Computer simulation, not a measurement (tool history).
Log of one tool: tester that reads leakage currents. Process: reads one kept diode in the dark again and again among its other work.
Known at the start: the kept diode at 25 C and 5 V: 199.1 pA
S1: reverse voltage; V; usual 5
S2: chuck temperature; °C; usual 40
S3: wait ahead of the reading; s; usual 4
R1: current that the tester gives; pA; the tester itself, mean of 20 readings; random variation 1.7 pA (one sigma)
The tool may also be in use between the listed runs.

run 1 hour=0 | S1=5 S2=40 S3=4 | R1=559.97
run 2 hour=205.7 | S1=5 S2=50 S3=4 | R1=1058.79
run 3 hour=382.1 | S1=5 S2=21 S3=4 | R1=148.21
run 4 hour=631.5 | S1=5 S2=21 S3=2.59 | R1=148.03
run 5 hour=783.1 | S1=5 S2=21 S3=2.59 | R1=148.79
run 6 hour=920.8 | S1=5 S2=21 S3=2.59 | R1=148.23
-- hour=944.3 probe card cleaned and baked
run 7 hour=1048.2 | S1=5 S2=40 S3=4 | R1=561.65
run 8 hour=1291.4 | S1=5 S2=40 S3=4 | R1=559.5
run 9 hour=1534.8 | S1=5 S2=32 S3=4 | R1=327.26
run 10 hour=1783.9 | S1=5 S2=32 S3=4 | R1=328.17
run 11 hour=2019.5 | S1=5 S2=40 S3=4 | R1=558.78
run 12 hour=2149.5 | S1=5 S2=40 S3=4 | R1=562.26
-- hour=2273.5 chuck's temperature calibrated
run 13 hour=2275.9 | S1=5 S2=40 S3=4 | R1=563.19
run 14 hour=2420.6 | S1=5 S2=40 S3=4 | R1=561.03
run 15 hour=2640.5 | S1=5 S2=40 S3=7.26 | R1=563.9
run 16 hour=2830.5 | S1=5 S2=40 S3=7.26 | R1=560.71
run 17 hour=2980.9 | S1=5 S2=40 S3=7.26 | R1=560.29
run 18 hour=3126.5 | S1=5 S2=40 S3=7.26 | R1=558.72
run 19 hour=3243 | S1=2.07 S2=43 S3=4 | R1=403.26
run 20 hour=3383 | S1=10.15 S2=43 S3=3.03 | R1=1040.14
run 21 hour=3493.4 | S1=5.11 S2=34 S3=4 | R1=379.87
run 22 hour=3621.5 | S1=5.11 S2=34 S3=4 | R1=381.56
run 23 hour=3808.9 | S1=5.11 S2=34 S3=1.04 | R1=381.16
run 24 hour=4001.1 | S1=1.81 S2=59 S3=7.32 | R1=994.95
run 25 hour=4225.1 | S1=1.81 S2=59 S3=7.32 | R1=988.41
run 26 hour=4327.8 | S1=1.81 S2=59 S3=7.32 | R1=989.36
run 27 hour=4434.3 | S1=1.81 S2=52 S3=5.74 | R1=651.26
-- hour=4548 tester calibrated
run 28 hour=4620.5 | S1=9.38 S2=52 S3=3.92 | R1=1743.58
-- hour=4853.4 probe card cleaned and baked
run 29 hour=4855.5 | S1=9.38 S2=52 S3=3.92 | R1=1753.33
run 30 hour=4972.4 | S1=9.38 S2=52 S3=3.92 | R1=1745.15
run 31 hour=5223.1 | S1=13.77 S2=50 S3=0.93 | R1=1937.68
run 32 hour=5427.6 | S1=1.23 S2=21 S3=0.67 | R1=64.52
run 33 hour=5559.3 | S1=1.23 S2=23 S3=1.19 | R1=74.66

Forecast each of these 3 alternatives for the next run:
run A hour=5700.2 | S1=1.23 S2=39 S3=1.19 | R1=?
run B hour=5700.2 | S1=5 S2=40 S3=9.78 | R1=?
run C hour=5700.2 | S1=3.49 S2=42 S3=4.09 | R1=?

run=A R1=228.05
run=B R1=560.44
run=C R1=514.37
Without the tool's hidden state the same runs would have given:
run=A R1=228.17
run=B R1=560.74
run=C R1=514.65
